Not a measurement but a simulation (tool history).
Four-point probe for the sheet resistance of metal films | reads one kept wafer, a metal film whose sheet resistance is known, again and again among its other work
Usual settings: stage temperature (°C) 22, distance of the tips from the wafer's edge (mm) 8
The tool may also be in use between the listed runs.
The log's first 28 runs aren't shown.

run	hour	stage temperature (°C)	distance of the tips from the wafer's edge (mm)	sheet resistance as the instrument gives it (ohm/square)
29	399.5	22	23	0.207171
30	415.8	35	21	0.206239
31	424.6	35	21	0.20619
32	441.4	35	21	0.206205
33	459.4	34	4	0.207979
34	469.8	24	3	0.209964
35	480.8	21	8	0.20753
36	498.2	21	8	0.207519
37	506.3	21	8	0.20749
38	516.2	21	8	0.207576
39	531.5	20	71	0.207175

Forecast each of these 4 alternatives for the next run:
A	550	20	38	?
B	550	21	4	?
C	550	26	71	?
D	550	20	17	?

run	sheet resistance as the instrument gives it (ohm/square)
A	0.207072
B	0.208784
C	0.20675
D	0.207248
Without the tool's hidden state the same runs would have given:
run	sheet resistance as the instrument gives it (ohm/square)
A	0.207148
B	0.20886
C	0.206826
D	0.207323
